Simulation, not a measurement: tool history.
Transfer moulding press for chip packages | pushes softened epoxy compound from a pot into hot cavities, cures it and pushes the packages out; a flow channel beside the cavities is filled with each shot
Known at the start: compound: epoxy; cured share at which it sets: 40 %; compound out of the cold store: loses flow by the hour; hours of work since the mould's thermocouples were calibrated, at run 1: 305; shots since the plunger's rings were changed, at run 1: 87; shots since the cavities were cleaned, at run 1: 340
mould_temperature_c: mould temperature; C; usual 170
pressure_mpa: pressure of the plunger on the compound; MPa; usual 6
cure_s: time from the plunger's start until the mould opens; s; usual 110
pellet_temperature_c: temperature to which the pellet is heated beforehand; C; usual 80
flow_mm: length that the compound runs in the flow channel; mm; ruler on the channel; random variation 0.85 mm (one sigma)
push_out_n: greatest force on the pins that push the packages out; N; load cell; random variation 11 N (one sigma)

run    hour  mould_temperature_c  pressure_mpa  cure_s  pellet_temperature_c  hours of work since the mould's thermocouples were calibrated  shots since the plunger's rings were changed  shots since the cavities were cleaned  incoming compound's hours out of the cold store  flow_mm  push_out_n
  1       0                  170             6     110                    80                                                            305                                            87                                    340                                             29.4    620.9         620
       68.9  -- cavities cleaned with cleaning compound and waxed
  2    70.3                  170             6     110                    87                                                            353                                           832                                     15                                             26.1    622.2         508
         81  -- mould's thermocouples calibrated
      167.4  -- cavities cleaned with cleaning compound and waxed
  3   167.4                  166             6     110                    80                                                             60                                          1845                                      0                                             20.6    641.1         638
  4     230                  166             6     110                    80                                                            104                                          2524                                    679                                             23.2    630.4         807
      264.1  -- cavities cleaned with cleaning compound and waxed
  5   276.7                  166             6      99                    80                                                            136                                          3014                                    136                                               15    646.9         917
      351.2  -- plunger's sealing rings changed
  6   353.4                  170             6     110                    82                                                            189                                            24                                    940                                              9.1    657.6         686
      364.3  -- cavities cleaned with cleaning compound and waxed
  7   408.6                  170             6     110                    80                                                            227                                           605                                    480                                             11.9    650.6         642
  8   452.9                  170             6     110                    80                                                            258                                          1085                                    960                                             47.9    583.5         668
      460.8  -- cavities cleaned with cleaning compound and waxed
  9   532.9                  170             6     110                    80                                                            313                                          1936                                    781                                             45.2    587.8         662
      563.9  -- cavities cleaned with cleaning compound and waxed
        597  -- mould's thermocouples calibrated
 10   607.3                  170             6     110                    80                                                              7                                          2704                                    449                                              8.5    647.9         620
      666.1  -- cavities cleaned with cleaning compound and waxed
 11   680.2                  170             6     110                    80                                                             58                                          3478                                    154                                               22    617.4         545
      712.9  -- plunger's sealing rings changed
      768.7  -- cavities cleaned with cleaning compound and waxed
 12     774                  170          4.62     110                    80                                                            121                                           646                                     57                                             31.5    537.8         510
 13   849.3                  170          4.62     110                    80                                                            174                                          1461                                    872                                                8    572.3         721
      865.5  -- cavities cleaned with cleaning compound and waxed
 14   916.8                  170          4.62     110                    80                                                            221                                          2177                                    556                                             33.3    529.5         656
 15   958.3                  170           7.2     110                    89                                                            250                                          2627                                   1006                                             36.3      653         689
        964  -- cavities cleaned with cleaning compound and waxed
 16  1031.6                  172          4.81     100                    84                                                            301                                          3404                                    732                                             43.6    515.4         704
     1062.3  -- cavities cleaned with cleaning compound and waxed
     1071.2  -- plunger's sealing rings changed
 17  1094.3                  172          4.81     100                    84                                                            343                                           250                                    319                                             45.6    523.2         594
     1114.7  -- mould's thermocouples calibrated
 18  1150.5                  170             6     110                    70                                                             25                                           837                                    906                                             35.5    605.7         688
     1167.3  -- cavities cleaned with cleaning compound and waxed
 19  1251.5                  176          5.18      96                    77                                                             96                                          1915                                    912                                             27.4      556         646
     1267.9  -- cavities cleaned with cleaning compound and waxed
 20  1305.4                  170             6     128                    84                                                            133                                          2483                                    406                                             22.6    621.3         504
     1369.5  -- cavities cleaned with cleaning compound and waxed
 21    1379                  176             6      97                    80                                                            184                                          3264                                    103                                             36.6    577.6         465
     1433.5  -- plunger's sealing rings changed
 22  1442.9                  170          4.56     110                    80                                                            227                                           101                                    768                                             47.7    513.3         665
     1471.6  -- cavities cleaned with cleaning compound and waxed
 23  1504.8                  170          4.56     110                    80                                                            270                                           756                                    360                                             17.5    557.4         611
     1572.7  -- cavities cleaned with cleaning compound and waxed
 24  1582.6                  170             6     110                    81                                                            324                                          1582                                    107                                             33.8    605.8         533
     1628.8  -- mould's thermocouples calibrated
 25    1656                  173          7.42     115                    84                                                             19                                          2356                                    881                                             30.1    668.1         599
     1675.2  -- cavities cleaned with cleaning compound and waxed
 26  1717.5                  173          7.42     115                    84                                                             62                                          3006                                    458                                             40.8    644.4         538

Some steps in flow_mm between neighbouring runs. How much of each would the tool show without its hidden state too (settings, what came in, random variation), and how much is left for the hidden state, with any gauge scatter that isn't in both results?
The hidden state here: true mould temperature over the reading, C; pressure that reaches the compound, % of what is set; grip of the stained cavities, % over clean ones'; drift of the gauge itself on flow_mm, %; drift of the gauge itself on push_out_n, %.
Run 5 -> 6: mould_temperature_c 166 -> 170, cure_s 99 -> 110, pellet_temperature_c 80 -> 82, plunger's sealing rings changed. flow_mm +10.7 mm: hidden state +14, all else -3.3.
Run 14 -> 15: pressure_mpa 4.62 -> 7.2, pellet_temperature_c 80 -> 89. flow_mm +123.5 mm: hidden state -4.4, all else +127.9.
Run 15 -> 16: mould_temperature_c 170 -> 172, pressure_mpa 7.2 -> 4.81, cure_s 110 -> 100, pellet_temperature_c 89 -> 84, cavities cleaned with cleaning compound and waxed. flow_mm -137.6 mm: hidden state -0.2, all else -137.4.
Run 21 -> 22: mould_temperature_c 176 -> 170, pressure_mpa 6 -> 4.56, cure_s 97 -> 110, plunger's sealing rings changed. flow_mm -64.3 mm: hidden state +13.3, all else -77.6.

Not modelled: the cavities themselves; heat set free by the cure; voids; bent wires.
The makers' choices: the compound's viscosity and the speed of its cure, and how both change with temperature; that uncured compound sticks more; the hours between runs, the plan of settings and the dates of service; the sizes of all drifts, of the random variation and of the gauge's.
